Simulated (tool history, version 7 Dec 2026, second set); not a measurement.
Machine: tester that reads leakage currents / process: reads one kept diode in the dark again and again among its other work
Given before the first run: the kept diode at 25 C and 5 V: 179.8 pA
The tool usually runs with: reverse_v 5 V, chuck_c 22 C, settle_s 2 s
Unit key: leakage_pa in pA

run,hour,reverse_v,chuck_c,settle_s,leakage_pa
1,0,5,22,2,138.47
2,86.5,5,22,0.44,141.99
3,156.4,2.8,22,2,114.18
4,228.5,5,22,2,141.34
5,307.8,5,22,5.55,142.4
6,375.9,5,22,5.55,141.7
7,413.6,5,22,5.55,143.25
8,461.6,5,22,2,143.79
9,546.2,5,22,2,144.77
10,609.2,5,22,2,145.81
11,658,5,22,2,145.8
12,742.1,5,22,2,146.52
13,816.4,5,22,7.54,147.59
14,869.9,5,22,2,148.58
15,925.9,5,22,2,148.84
16,987.1,5,22,2,149.54
17,1046.6,5,22,2,149.62
18,1092.3,5,22,2,151.62
19,1174.8,5,22,2,151.17
20,1258.7,11.45,22,2,208.5
21,1296.1,6.63,24,3.23,202
# hour 1335.6: probe card cleaned and baked
22,1351.4,6.63,24,3.23,195.84
23,1387.3,5.98,46,0.36,1270.53
24,1458.4,2.12,26,2,158.77
25,1535.4,5,44,2,1015
26,1580.2,5,56,0.85,2594.01
27,1628.1,5.6,34,9.89,460.18
28,1666.5,18.35,29,2,451.95
29,1729.1,1.96,28,0.76,190.09
30,1789.9,1.96,28,0.76,189.93
31,1841.7,1.96,28,0.76,190.2
32,1904.9,17.21,28,0.76,414.51
33,1950.2,7.54,42,6.83,1011.89
34,1993.3,7.54,42,6.83,1018.8
35,2055.4,1.77,22,2,107.85
36,2127.1,3.2,22,0.83,133.57
37,2166.7,5,20,2.78,129.89
38,2248.7,2.03,22,2,114.9
# hour 2267.1: tester calibrated
39,2328.3,2.03,22,2,117.97

Each row is a separate what-if for the run after 39, all from the same tool condition, not one after another. Results?
A,2365.6,1.55,22,9.08,?
B,2365.6,18.53,32,2,?
C,2365.6,4.07,25,2,?

run,leakage_pa
A,107.18
B,634.16
C,198.48
Without the tool's hidden state the same runs would have given:
run,leakage_pa
A,90.43
B,537.03
C,167.59
